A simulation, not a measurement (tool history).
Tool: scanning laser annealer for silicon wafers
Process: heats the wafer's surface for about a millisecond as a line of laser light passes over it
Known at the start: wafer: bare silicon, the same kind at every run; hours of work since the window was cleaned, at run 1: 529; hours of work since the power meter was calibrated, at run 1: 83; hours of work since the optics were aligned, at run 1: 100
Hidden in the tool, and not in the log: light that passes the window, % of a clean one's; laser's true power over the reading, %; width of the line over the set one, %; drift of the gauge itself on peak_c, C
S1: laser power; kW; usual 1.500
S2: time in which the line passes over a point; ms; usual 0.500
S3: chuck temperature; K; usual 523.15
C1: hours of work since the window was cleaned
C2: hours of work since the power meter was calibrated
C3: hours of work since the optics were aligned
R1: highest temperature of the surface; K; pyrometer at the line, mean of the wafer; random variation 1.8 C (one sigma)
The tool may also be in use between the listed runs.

run	hour	S1	S2	S3	C1	C2	C3	R1
1	0.0	1.500	0.500	523.15	529	83	100	1232.15
2	10.7	1.500	0.527	523.15	533	88	105	1251.15
3	19.8	1.500	0.527	523.15	537	92	109	1251.15
4	33.0	1.500	0.527	523.15	543	97	114	1251.15
5	43.0	1.500	0.500	523.15	547	102	119	1231.15
6	61.0	1.500	0.598	523.15	555	109	126	1301.15
7	73.4	1.500	0.500	523.15	560	114	132	1229.15
8	88.2	1.500	0.500	523.15	566	121	138	1232.15
9	108.7	1.500	0.500	523.15	575	130	147	1235.15
10	121.6	1.500	0.500	523.15	580	135	152	1235.15
11	143.4	1.500	0.500	523.15	590	144	161	1230.15
12	161.9	1.500	0.500	546.15	598	152	169	1252.15
13	174.5	1.500	0.432	546.15	603	158	175	1200.15
14	185.7	1.500	0.560	523.15	608	163	180	1272.15
15	196.8	1.510	0.560	523.15	613	167	184	1276.15
16	216.6	1.302	0.500	523.15	621	176	193	1111.15
17	230.4	1.302	0.500	523.15	627	182	199	1115.15
18	245.2	1.302	0.500	523.15	633	188	205	1112.15
19	255.8	1.302	0.500	523.15	638	192	209	1114.15
20	272.7	1.302	0.500	523.15	645	200	217	1114.15
21	282.6	1.481	0.612	488.15	649	204	221	1262.15
22	300.3	1.500	0.476	490.15	657	211	228	1181.15
23	321.7	1.500	0.476	517.15	666	221	238	1206.15
24	342.5	1.419	0.476	493.15	675	229	246	1138.15
25	354.7	1.419	0.476	493.15	680	235	252	1136.15
26	364.8	1.512	0.539	528.15	684	239	256	1275.15
27	384.0	1.282	0.539	528.15	693	247	264	1129.15
28	404.9	1.440	0.539	528.15	702	256	273	1227.15
29	414.5	1.440	0.539	528.15	706	260	277	1227.15
30	430.6	1.587	0.500	539.15	712	267	284	1301.15
31	441.3	1.500	0.500	527.15	717	272	289	1233.15
32	452.9	1.500	0.516	517.15	722	277	294	1236.15
33	463.0	1.500	0.516	517.15	726	281	298	1238.15
34	483.6	1.500	0.516	517.15	735	290	307	1239.15
35	504.5	1.500	0.500	490.15	744	299	316	1197.15
# hour 516.0: window over the wafer cleaned
36	516.0	1.623	0.563	528.15	0	303	320	1365.15
37	528.2	1.623	0.563	528.15	5	308	325	1364.15

Hidden state at the last listed run before each entry between runs and at the first one after, where it differs:
Between runs 35 and 36: window over the wafer cleaned (hour 516.0)
  light that passes the window, % of a clean one's: 99.91 -> 100

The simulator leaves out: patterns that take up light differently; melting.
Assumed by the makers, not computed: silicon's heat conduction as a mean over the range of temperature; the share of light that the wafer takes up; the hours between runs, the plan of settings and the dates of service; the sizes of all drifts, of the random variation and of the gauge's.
